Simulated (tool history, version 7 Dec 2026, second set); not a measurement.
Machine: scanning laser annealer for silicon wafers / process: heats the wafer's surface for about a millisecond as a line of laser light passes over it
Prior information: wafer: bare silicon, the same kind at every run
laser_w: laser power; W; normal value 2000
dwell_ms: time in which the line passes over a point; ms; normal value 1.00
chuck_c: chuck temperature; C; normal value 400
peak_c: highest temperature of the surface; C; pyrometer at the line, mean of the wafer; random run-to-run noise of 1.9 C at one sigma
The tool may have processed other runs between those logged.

| run | hour | laser_w | dwell_ms | chuck_c | peak_c |
|---|---|---|---|---|---|
| 1 | 0.0 | 2000 | 1.00 | 400 | 1119 |
| 2 | 4.8 | 2000 | 1.00 | 400 | 1116 |
| 3 | 10.8 | 2000 | 1.00 | 400 | 1119 |
| 4 | 18.2 | 2000 | 0.74 | 400 | 1028 |
| 5 | 23.7 | 2000 | 1.00 | 400 | 1117 |
| 6 | 31.2 | 1899 | 1.00 | 400 | 1084 |
| 7 | 42.3 | 1899 | 1.00 | 400 | 1084 |
| 8 | 51.3 | 2000 | 1.00 | 400 | 1117 |
| 9 | 61.2 | 1861 | 1.00 | 400 | 1069 |
| 10 | 71.0 | 1861 | 1.00 | 400 | 1071 |
| 11 | 76.5 | 1861 | 1.00 | 400 | 1070 |
| 12 | 82.8 | 1861 | 1.18 | 400 | 1125 |
| 13 | 89.3 | 1861 | 1.18 | 436 | 1158 |
| 14 | 96.1 | 2000 | 1.00 | 400 | 1115 |
| 15 | 105.3 | 2000 | 1.00 | 400 | 1115 |
| 16 | 116.7 | 2000 | 1.00 | 400 | 1112 |
| 17 | 122.6 | 2000 | 1.00 | 400 | 1114 |
| 18 | 132.2 | 1813 | 1.23 | 400 | 1116 |
| 19 | 143.2 | 1813 | 1.23 | 400 | 1118 |
|  | 148.9 | optics aligned, line set to its width |
| 20 | 153.5 | 1836 | 1.07 | 424 | 1103 |
| 21 | 160.8 | 1836 | 1.07 | 424 | 1100 |
| 22 | 167.7 | 2037 | 0.84 | 432 | 1098 |
| 23 | 173.6 | 2037 | 0.84 | 432 | 1097 |
| 24 | 184.0 | 2037 | 0.84 | 432 | 1097 |
| 25 | 192.2 | 1992 | 0.84 | 373 | 1027 |
|  | 203.4 | optics aligned, line set to its width, once more |
| 26 | 206.0 | 1992 | 0.84 | 373 | 1031 |
| 27 | 214.7 | 2072 | 0.70 | 368 | 997 |
| 28 | 225.6 | 2020 | 0.91 | 405 | 1096 |
| 29 | 234.5 | 2163 | 0.87 | 417 | 1135 |
| 30 | 242.2 | 2184 | 0.87 | 417 | 1142 |
| 31 | 252.5 | 1841 | 0.78 | 435 | 1029 |
| 32 | 261.1 | 2000 | 1.07 | 425 | 1163 |
| 33 | 268.7 | 1976 | 0.71 | 374 | 978 |
| 34 | 273.6 | 1883 | 0.81 | 437 | 1052 |

Consider 4 possible next runs. They are alternatives, not a sequence: every one starts from the tool as it was left by run 34. What does each give?
| A | 279.4 | 2150 | 0.93 | 437 | ? |
| B | 279.4 | 2000 | 0.93 | 400 | ? |
| C | 279.4 | 2000 | 1.00 | 389 | ? |
| D | 279.4 | 2000 | 0.88 | 400 | ? |

| run | peak_c |
|---|---|
| A | 1174 |
| B | 1089 |
| C | 1101 |
| D | 1074 |
With no hidden state in the tool, these same runs would have given:
| run | peak_c |
|---|---|
| A | 1191 |
| B | 1105 |
| C | 1118 |
| D | 1089 |
